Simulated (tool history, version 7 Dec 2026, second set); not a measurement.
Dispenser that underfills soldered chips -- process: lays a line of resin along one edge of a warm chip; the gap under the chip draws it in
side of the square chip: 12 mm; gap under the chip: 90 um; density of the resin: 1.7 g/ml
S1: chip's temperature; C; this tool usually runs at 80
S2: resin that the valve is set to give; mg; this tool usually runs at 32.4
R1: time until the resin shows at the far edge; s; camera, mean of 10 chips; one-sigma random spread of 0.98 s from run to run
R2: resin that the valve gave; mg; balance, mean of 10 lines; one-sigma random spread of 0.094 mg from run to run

run	hour	S1	S2	R1	R2
1	0.0	80	32.4	113.7	32.20
# hour 2.2: new syringe of resin
2	7.4	80	32.4	105.9	32.20
# hour 12.4: new syringe of resin
3	14.8	80	27.5	101.2	27.16
# hour 22.6: new syringe of resin
4	27.4	80	27.5	106.7	27.25
# hour 32.6: new syringe of resin
5	33.7	80	27.5	97.6	26.97
# hour 42.9: new syringe of resin
6	43.5	80	27.5	97.1	26.94
# hour 53.2: new syringe of resin
7	54.2	80	27.5	98.7	26.97
# hour 56.0: dispensing valve cleaned and set on the balance
# hour 64.2: new syringe of resin
8	65.5	80	32.4	93.6	32.31
# hour 74.4: new syringe of resin
9	77.3	80	32.4	98.9	32.22
10	82.8	80	32.4	112.1	32.22
# hour 84.8: new syringe of resin
11	89.2	88	35.5	68.6	35.27
# hour 94.9: new syringe of resin
12	94.9	67	29.5	171.3	29.21
13	102.0	78	35.3	118.6	34.73
# hour 105.2: new syringe of resin
14	107.6	78	35.3	104.2	34.74
15	113.5	78	41.9	120.1	41.39
# hour 115.6: new syringe of resin
16	123.5	78	41.9	119.9	41.20
# hour 125.8: new syringe of resin
17	132.0	67	33.0	198.1	32.29
# hour 135.5: new syringe of resin
# hour 141.9: dispensing valve cleaned and set on the balance
18	145.2	86	32.4	87.0	32.45
# hour 146.6: new syringe of resin
19	155.9	86	32.4	87.4	32.23
# hour 156.9: new syringe of resin
20	162.4	67	32.4	196.1	32.20

Each row is a separate what-if for the run after 20, all from the same tool condition, not one after another. Results?
# hour 167.1: new syringe of resin
A	173.7	83	37.6	?	?
# hour 167.1: new syringe of resin
B	173.7	86	32.4	?	?
# hour 167.1: new syringe of resin
C	173.7	69	31.0	?	?

run	R1	R2
A	90.2	37.31
B	81.5	32.10
C	182.1	30.67
With no hidden state in the tool, these same runs would have given:
run	R1	R2
A	78.5	37.63
B	70.8	32.37
C	158.7	30.93

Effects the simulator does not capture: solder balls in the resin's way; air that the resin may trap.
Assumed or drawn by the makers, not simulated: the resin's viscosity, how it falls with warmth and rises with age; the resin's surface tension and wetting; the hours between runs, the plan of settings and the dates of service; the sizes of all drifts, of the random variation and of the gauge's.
